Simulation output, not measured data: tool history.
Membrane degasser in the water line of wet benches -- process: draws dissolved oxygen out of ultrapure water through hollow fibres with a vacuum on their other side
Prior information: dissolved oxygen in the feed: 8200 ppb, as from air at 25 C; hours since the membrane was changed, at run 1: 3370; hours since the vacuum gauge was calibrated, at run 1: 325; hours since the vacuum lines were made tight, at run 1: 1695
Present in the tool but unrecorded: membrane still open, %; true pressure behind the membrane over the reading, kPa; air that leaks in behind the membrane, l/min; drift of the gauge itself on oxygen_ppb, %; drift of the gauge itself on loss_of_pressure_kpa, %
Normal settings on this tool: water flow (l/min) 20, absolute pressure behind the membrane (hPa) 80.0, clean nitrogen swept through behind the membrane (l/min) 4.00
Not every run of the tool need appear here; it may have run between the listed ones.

run	day	water flow (l/min)	absolute pressure behind the membrane (hPa)	clean nitrogen swept through behind the membrane (l/min)	hours since the membrane was changed	hours since the vacuum gauge was calibrated	hours since the vacuum lines were made tight	dissolved oxygen in the water behind the degasser (ppb)	pressure that the water loses in the fibres (hPa)
1	0.000	20	80.0	4.00	3370	325	1695	127.3	677.8
2	5.521	20	80.0	4.00	3502	458	1827	127.1	684.7
3	13.588	20	80.0	4.00	3696	652	2021	127.6	680.2
4	22.354	20	80.0	4.00	3907	862	2231	128.3	679.4
5	27.325	20	80.0	4.00	4026	981	2350	123.4	676.5
6	35.521	20	80.0	2.24	4223	1178	2547	171.2	686.0
7	42.575	20	80.0	4.00	4392	1347	2716	129.3	689.2
8	49.500	20	80.0	4.00	4558	1513	2883	128.2	687.1
9	58.383	20	80.0	4.00	4771	1727	3096	127.2	687.0
10	63.838	20	80.0	4.00	4902	1857	3227	129.9	684.8
11	72.288	20	80.0	4.00	5105	2060	3429	129.4	682.9
12	79.162	20	67.4	4.00	5270	2225	3594	114.5	685.7
13	86.000	15	136.3	8.95	5434	2389	3759	65.4	513.4
14	92.183	28	84.5	1.66	5582	2538	3907	405.0	960.3

Run 15 is up next; what results do you expect?
15	98.979	22	84.5	2.12	5746	2701	4070	?	?

{"run 15": {"dissolved oxygen in the water behind the degasser (ppb)": 228.4, "pressure that the water loses in the fibres (hPa)": 754.4}}
The same run, on a tool lacking any hidden state, would have yielded dissolved oxygen in the water behind the degasser (ppb) 217.8, pressure that the water loses in the fibres (hPa) 740.3.
